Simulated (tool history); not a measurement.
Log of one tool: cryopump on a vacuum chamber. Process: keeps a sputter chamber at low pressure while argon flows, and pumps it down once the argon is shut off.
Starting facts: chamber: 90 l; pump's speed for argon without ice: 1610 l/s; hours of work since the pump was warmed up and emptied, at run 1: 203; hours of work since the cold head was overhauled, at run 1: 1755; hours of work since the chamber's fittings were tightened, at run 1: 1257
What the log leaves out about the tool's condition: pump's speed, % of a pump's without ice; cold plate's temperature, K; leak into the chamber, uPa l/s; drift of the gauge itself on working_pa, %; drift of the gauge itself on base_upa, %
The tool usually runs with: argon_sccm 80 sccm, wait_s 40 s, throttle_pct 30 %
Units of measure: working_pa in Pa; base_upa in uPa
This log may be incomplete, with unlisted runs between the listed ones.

run   hour  argon_sccm  wait_s  throttle_pct  hours of work since the pump was warmed up and emptied  hours of work since the cold head was overhauled  hours of work since the chamber's fittings were tightened  working_pa  base_upa
  1      0          80      40            30                                                     203                                              1755                                                       1257      0.2871       2.5
  2   86.6          80      40            30                                                     272                                              1824                                                       1327      0.2912      2.56
  3  168.3          80      40            30                                                     337                                              1890                                                       1392      0.2935      2.66
  4  216.2         158      40            30                                                     376                                              1928                                                       1430      0.5813      2.67
  5  284.4         158      40            30                                                     430                                              1982                                                       1485      0.5829      2.79
     351.4  -- pump warmed up, emptied and cooled again
  6  373.9          80      40            30                                                      18                                              2050                                                       1552      0.2805      2.62
  7  427.9          40     140            22                                                      61                                              2093                                                       1595      0.1905      1.72
  8  472.2          40     109            17                                                      96                                              2128                                                       1631      0.2489      1.87
  9    529          40     109            17                                                     142                                              2174                                                       1676      0.2469      1.96
 10  599.1         102      51            21                                                     198                                              2230                                                       1732      0.5223      2.64
 11  653.9         102      51            21                                                     242                                              2273                                                       1776      0.5205      2.64
 12  704.1         102      51            21                                                     282                                              2314                                                       1816      0.5218      2.68

The same runs without the tool's hidden state, with the same run-to-run variation:
run  working_pa  base_upa
  1       0.279      1.45
  2      0.2809      1.43
  3      0.2812      1.44
  4      0.5544      1.42
  5      0.5526      1.46
  6      0.2786      1.44
  7      0.1889      0.52
  8      0.2468      0.62
  9      0.2442      0.63
 10      0.5134      1.18
 11      0.5101      1.18
 12      0.5099      1.16
